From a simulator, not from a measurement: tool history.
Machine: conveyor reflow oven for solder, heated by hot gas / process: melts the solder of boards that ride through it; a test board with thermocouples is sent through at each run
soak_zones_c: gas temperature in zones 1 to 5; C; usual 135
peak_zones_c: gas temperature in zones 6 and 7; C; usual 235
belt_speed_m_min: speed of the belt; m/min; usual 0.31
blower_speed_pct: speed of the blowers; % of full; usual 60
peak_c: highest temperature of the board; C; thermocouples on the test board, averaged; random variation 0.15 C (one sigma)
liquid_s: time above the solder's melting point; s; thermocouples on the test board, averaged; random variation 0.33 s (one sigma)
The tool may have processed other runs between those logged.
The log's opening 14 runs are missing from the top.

run   hour  soak_zones_c  peak_zones_c  belt_speed_m_min  blower_speed_pct  peak_c  liquid_s
 15  154.6           135           235              0.31                60   220.2      90.3
 16  166.7           135           235              0.31                60   220.2      90.2
 17  175.9           135           246              0.31                60   229.9     100.2
 18  183.6           138           245             0.353                63   225.8      86.1
     195.8  -- flux residue cleaned out of gas plates and filters
 19  197.5           134           227             0.353                63   210.4      68.3
 20  208.3           134           227             0.353                63   210.1      68.1
 21  215.1           134           227             0.353                63   210.1      67.6
 22  229.6           134           236              0.31                60   221.5      92.3
 23    245           134           228             0.358                60   209.9      65.6
 24  253.6           134           228             0.358                74   213.2        71
 25  261.7           141           226              0.31                60   213.2      86.5
 26  270.3           135           230             0.251                60   221.2     117.6
 27  283.1           135           230             0.251                60   221.6     116.9
 28  294.9           135           230             0.251                60   221.4     116.3
 29  304.1           135           235             0.264                60   224.8     114.2
 30  313.2           135           235             0.264                60   224.6     114.7

Alternative continuations, all from the tool just after run 30; predict every row:
  A  327.8           124           247              0.31                62       ?         ?
  B  327.8           135           235             0.251                60       ?         ?
  C  327.8           145           235             0.264                66       ?         ?

run  peak_c  liquid_s
  A   230.6      95.7
  B     226     121.2
  C   226.3     122.5
Take away the tool's hidden state, keep each run's random variation, and the runs would have read:
run  peak_c  liquid_s
  A   230.8      94.3
  B   226.3     119.5
  C   226.7     120.8

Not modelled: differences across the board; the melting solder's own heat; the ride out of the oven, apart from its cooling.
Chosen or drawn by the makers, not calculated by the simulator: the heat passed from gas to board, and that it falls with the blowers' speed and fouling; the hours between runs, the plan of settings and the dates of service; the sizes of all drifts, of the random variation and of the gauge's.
